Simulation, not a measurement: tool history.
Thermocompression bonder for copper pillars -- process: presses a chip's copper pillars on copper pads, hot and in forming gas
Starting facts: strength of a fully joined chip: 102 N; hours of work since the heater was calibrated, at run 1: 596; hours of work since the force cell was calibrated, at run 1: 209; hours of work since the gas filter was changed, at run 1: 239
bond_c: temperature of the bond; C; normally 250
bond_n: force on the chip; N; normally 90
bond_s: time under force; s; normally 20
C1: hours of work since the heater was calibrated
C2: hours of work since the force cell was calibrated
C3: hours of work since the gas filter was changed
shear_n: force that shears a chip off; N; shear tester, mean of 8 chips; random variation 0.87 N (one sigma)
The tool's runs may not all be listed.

run 1 hour=0.0 | bond_c=250 bond_n=90 bond_s=20 | C1=596 C2=209 C3=239 | shear_n=76.6
run 2 hour=44.4 | bond_c=250 bond_n=90 bond_s=57 | C1=618 C2=230 C3=260 | shear_n=89.7
run 3 hour=96.8 | bond_c=250 bond_n=90 bond_s=12 | C1=643 C2=256 C3=286 | shear_n=66.4
run 4 hour=122.2 | bond_c=250 bond_n=123 bond_s=20 | C1=655 C2=268 C3=298 | shear_n=85.2
run 5 hour=159.8 | bond_c=250 bond_n=123 bond_s=20 | C1=674 C2=286 C3=316 | shear_n=83.8
run 6 hour=208.4 | bond_c=250 bond_n=123 bond_s=20 | C1=697 C2=310 C3=340 | shear_n=83.2
run 7 hour=234.6 | bond_c=250 bond_n=123 bond_s=20 | C1=710 C2=323 C3=353 | shear_n=84.4
-- hour=242.8 forming gas filter changed
run 8 hour=258.4 | bond_c=250 bond_n=80 bond_s=20 | C1=721 C2=334 C3=8 | shear_n=74.2
run 9 hour=306.7 | bond_c=250 bond_n=90 bond_s=20 | C1=745 C2=358 C3=31 | shear_n=78.1
run 10 hour=352.1 | bond_c=250 bond_n=90 bond_s=20 | C1=767 C2=380 C3=53 | shear_n=79.2
run 11 hour=384.3 | bond_c=250 bond_n=90 bond_s=20 | C1=782 C2=395 C3=69 | shear_n=79.1
run 12 hour=435.7 | bond_c=250 bond_n=90 bond_s=20 | C1=807 C2=420 C3=94 | shear_n=76.6
run 13 hour=458.5 | bond_c=250 bond_n=90 bond_s=20 | C1=818 C2=431 C3=105 | shear_n=78.5
run 14 hour=483.6 | bond_c=250 bond_n=90 bond_s=20 | C1=831 C2=443 C3=117 | shear_n=78.0
run 15 hour=506.3 | bond_c=250 bond_n=90 bond_s=24 | C1=842 C2=454 C3=128 | shear_n=82.3
run 16 hour=535.0 | bond_c=250 bond_n=90 bond_s=24 | C1=855 C2=468 C3=142 | shear_n=82.2
run 17 hour=590.1 | bond_c=250 bond_n=90 bond_s=24 | C1=882 C2=495 C3=169 | shear_n=82.3
-- hour=598.2 heater calibrated with a thermocouple chip
run 18 hour=632.2 | bond_c=278 bond_n=90 bond_s=20 | C1=16 C2=515 C3=188 | shear_n=86.3
run 19 hour=672.2 | bond_c=266 bond_n=90 bond_s=20 | C1=36 C2=534 C3=207 | shear_n=79.5
run 20 hour=724.4 | bond_c=266 bond_n=90 bond_s=20 | C1=61 C2=559 C3=233 | shear_n=80.2
run 21 hour=774.4 | bond_c=247 bond_n=67 bond_s=16 | C1=86 C2=584 C3=257 | shear_n=54.5
run 22 hour=808.8 | bond_c=245 bond_n=126 bond_s=20 | C1=102 C2=600 C3=274 | shear_n=74.9
run 23 hour=839.9 | bond_c=245 bond_n=126 bond_s=20 | C1=117 C2=615 C3=289 | shear_n=76.9
run 24 hour=869.5 | bond_c=245 bond_n=126 bond_s=20 | C1=132 C2=630 C3=303 | shear_n=75.1
run 25 hour=900.3 | bond_c=246 bond_n=81 bond_s=10 | C1=147 C2=645 C3=318 | shear_n=52.0
run 26 hour=927.1 | bond_c=246 bond_n=81 bond_s=10 | C1=160 C2=658 C3=331 | shear_n=53.0
run 27 hour=961.2 | bond_c=253 bond_n=101 bond_s=29 | C1=176 C2=674 C3=348 | shear_n=82.3
-- hour=981.5 forming gas filter changed
run 28 hour=991.0 | bond_c=253 bond_n=101 bond_s=29 | C1=190 C2=689 C3=5 | shear_n=83.9
run 29 hour=1023.3 | bond_c=253 bond_n=101 bond_s=29 | C1=206 C2=704 C3=20 | shear_n=84.6
run 30 hour=1049.4 | bond_c=225 bond_n=65 bond_s=12 | C1=219 C2=717 C3=33 | shear_n=34.9
run 31 hour=1076.3 | bond_c=225 bond_n=65 bond_s=12 | C1=232 C2=730 C3=46 | shear_n=35.8
run 32 hour=1106.4 | bond_c=220 bond_n=66 bond_s=12 | C1=246 C2=745 C3=61 | shear_n=31.0
run 33 hour=1134.1 | bond_c=223 bond_n=71 bond_s=20 | C1=260 C2=758 C3=74 | shear_n=44.5
run 34 hour=1159.6 | bond_c=256 bond_n=90 bond_s=42 | C1=272 C2=770 C3=86 | shear_n=87.9
run 35 hour=1184.2 | bond_c=256 bond_n=81 bond_s=26 | C1=284 C2=782 C3=98 | shear_n=78.3
run 36 hour=1227.9 | bond_c=275 bond_n=123 bond_s=45 | C1=305 C2=804 C3=120 | shear_n=99.6
run 37 hour=1261.9 | bond_c=275 bond_n=123 bond_s=45 | C1=322 C2=820 C3=136 | shear_n=99.1
run 38 hour=1306.6 | bond_c=275 bond_n=123 bond_s=45 | C1=344 C2=842 C3=158 | shear_n=98.7
run 39 hour=1356.1 | bond_c=250 bond_n=90 bond_s=36 | C1=368 C2=866 C3=182 | shear_n=84.0
run 40 hour=1390.5 | bond_c=250 bond_n=90 bond_s=36 | C1=384 C2=882 C3=199 | shear_n=82.6

For each entry between runs, how does the tool's hidden state at the last listed run before it compare with that at the first listed run after it?
Between runs 7 and 8: forming gas filter changed (hour 242.8)
  true temperature of the bond over the reading, C: 9.5 -> 9.7; force that reaches the chip, % of what is set: 98.6 -> 98.5; oxide that the forming gas leaves, % of the face: 3.33 -> 0.59
  measured minus no-state result, shear_n: +3.3 -> +6.8 N
Between runs 17 and 18: heater calibrated with a thermocouple chip (hour 598.2)
  true temperature of the bond over the reading, C: 11.9 -> -0.4; force that reaches the chip, % of what is set: 98.1 -> 98; oxide that the forming gas leaves, % of the face: 1.76 -> 1.92
  measured minus no-state result, shear_n: +6.6 -> -1.8 N
Between runs 27 and 28: forming gas filter changed (hour 981.5)
  true temperature of the bond over the reading, C: 1.8 -> 1.9; oxide that the forming gas leaves, % of the face: 3.11 -> 0.55
  measured minus no-state result, shear_n: -1.7 -> +0.6 N
